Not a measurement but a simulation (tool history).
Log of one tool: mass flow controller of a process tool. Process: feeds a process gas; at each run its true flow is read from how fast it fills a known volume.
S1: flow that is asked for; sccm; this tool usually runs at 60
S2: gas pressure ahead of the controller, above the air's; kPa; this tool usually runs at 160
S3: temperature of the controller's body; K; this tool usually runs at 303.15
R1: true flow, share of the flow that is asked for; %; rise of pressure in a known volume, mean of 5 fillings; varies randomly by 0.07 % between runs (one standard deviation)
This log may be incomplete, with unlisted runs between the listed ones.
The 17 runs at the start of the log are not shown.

| run | hour | S1 | S2 | S3 | R1 |
|---|---|---|---|---|---|
| 18 | 1133.4 | 60 | 160 | 298.15 | 97.31 |
| 19 | 1210.1 | 60 | 160 | 303.15 | 96.76 |
| 20 | 1308.2 | 31 | 160 | 303.15 | 94.87 |
| 21 | 1362.7 | 31 | 160 | 303.15 | 94.86 |
| 22 | 1431.4 | 13 | 253 | 303.15 | 91.41 |
| 23 | 1490.9 | 21 | 272 | 312.15 | 92.73 |
| 24 | 1562.4 | 21 | 272 | 312.15 | 92.51 |
|  | 1569.7 | controller's zero set anew |
| 25 | 1611.2 | 16 | 185 | 293.15 | 91.39 |
| 26 | 1677.3 | 16 | 185 | 293.15 | 91.26 |
| 27 | 1736.5 | 82 | 185 | 305.15 | 96.71 |
| 28 | 1806 | 82 | 185 | 305.15 | 96.82 |
|  | 1821.8 | controller's zero set anew, once more |
| 29 | 1858.1 | 27 | 207 | 301.15 | 97.02 |
| 30 | 1939.3 | 14 | 168 | 293.15 | 97.33 |
| 31 | 1999.4 | 60 | 182 | 294.15 | 98.71 |
| 32 | 2098.2 | 60 | 173 | 294.15 | 98.63 |
| 33 | 2167.8 | 43 | 141 | 294.15 | 98.08 |
| 34 | 2237.2 | 13 | 169 | 294.15 | 96.77 |
| 35 | 2303.6 | 11 | 200 | 294.15 | 96.71 |
| 36 | 2404.9 | 11 | 200 | 294.15 | 96.56 |
| 37 | 2460.4 | 11 | 176 | 300.15 | 95.67 |
| 38 | 2548.1 | 11 | 213 | 295.15 | 96.18 |

What if the next run were any one of these 3? Each begins from the tool's condition after run 38:
| A | 2615.9 | 11 | 213 | 297.15 | ? |
| B | 2615.9 | 60 | 160 | 301.15 | ? |
| C | 2615.9 | 33 | 213 | 293.15 | ? |

| run | R1 |
|---|---|
| A | 95.88 |
| B | 97.53 |
| C | 97.74 |
What these runs would have given with no unlogged condition in the tool:
| run | R1 |
|---|---|
| A | 97.93 |
| B | 98.52 |
| C | 98.93 |
